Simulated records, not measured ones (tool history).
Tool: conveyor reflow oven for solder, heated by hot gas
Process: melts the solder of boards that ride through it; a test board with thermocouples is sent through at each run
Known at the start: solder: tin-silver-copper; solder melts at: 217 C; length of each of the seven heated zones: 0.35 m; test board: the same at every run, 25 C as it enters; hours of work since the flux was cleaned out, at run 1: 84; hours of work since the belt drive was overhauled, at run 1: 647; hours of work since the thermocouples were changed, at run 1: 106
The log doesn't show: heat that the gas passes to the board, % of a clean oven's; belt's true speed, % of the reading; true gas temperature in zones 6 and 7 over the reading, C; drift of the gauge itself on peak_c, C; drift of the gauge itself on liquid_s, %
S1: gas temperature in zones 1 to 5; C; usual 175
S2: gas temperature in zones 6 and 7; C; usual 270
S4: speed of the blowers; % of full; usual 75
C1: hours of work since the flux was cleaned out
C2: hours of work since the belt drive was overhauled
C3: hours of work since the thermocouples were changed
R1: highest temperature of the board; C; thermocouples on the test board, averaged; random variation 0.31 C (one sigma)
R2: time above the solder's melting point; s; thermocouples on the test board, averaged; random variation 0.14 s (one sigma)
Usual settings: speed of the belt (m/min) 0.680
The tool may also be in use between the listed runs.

Run 1, day 0.000: usual settings; C1 84; C2 647; C3 106. Result: R1 259.2 C, R2 52.1 s.
Run 2, day 0.267: usual settings; C1 86; C2 650; C3 109. Result: R1 259.6 C, R2 52.0 s.
Run 3, day 0.450: usual settings; C1 88; C2 652; C3 111. Result: R1 259.1 C, R2 51.7 s.
Run 4, day 0.692: usual settings but S2 269 C; C1 91; C2 654; C3 114. Result: R1 258.7 C, R2 51.4 s.
Run 5, day 1.054: usual settings but S2 269 C; C1 95; C2 658; C3 118. Result: R1 258.9 C, R2 51.4 s.
Run 6, day 1.471: usual settings but S2 269 C; C1 99; C2 663; C3 122. Result: R1 258.3 C, R2 51.4 s.
Run 7, day 1.875: usual settings but S2 269 C; C1 104; C2 667; C3 126. Result: R1 258.8 C, R2 51.5 s.
Run 8, day 2.129: usual settings but S1 172 C, S2 260 C; C1 106; C2 670; C3 129. Result: R1 249.6 C, R2 46.2 s.
Run 9, day 2.383: usual settings but S1 172 C, S2 266 C, S4 52 % of full; C1 109; C2 673; C3 132. Result: R1 250.4 C, R2 45.3 s.
Run 10, day 2.800: usual settings but S1 172 C, S2 266 C, S4 52 % of full; C1 114; C2 677; C3 136. Result: R1 250.1 C, R2 45.3 s.
Run 11, day 3.096: usual settings but S1 172 C, S2 266 C, S4 52 % of full; C1 117; C2 680; C3 140. Result: R1 250.5 C, R2 45.1 s.
Run 12, day 3.354: usual settings but S1 166 C, speed of the belt (m/min) 0.573; C1 120; C2 683; C3 142. Result: R1 261.4 C, R2 61.5 s.
Run 13, day 3.571: usual settings but S1 168 C, S2 268 C, speed of the belt (m/min) 0.544, S4 68 % of full; C1 122; C2 685; C3 145. Result: R1 260.3 C, R2 64.4 s.

Measured less the same run without the tool's hidden state. The same run-to-run variation is in both; the gauge's scatter may not be:
run    R1
  1  -0.6
  2  -0.7
  3  -0.7
  4  -0.6
  5  -0.7
  6  -0.7
  7  -0.7
  8  -0.7
  9  -0.6
 10  -0.6
 11  -0.6
 12  -0.8
 13  -0.7
R2: within 0.2 s of the measured result in every run.
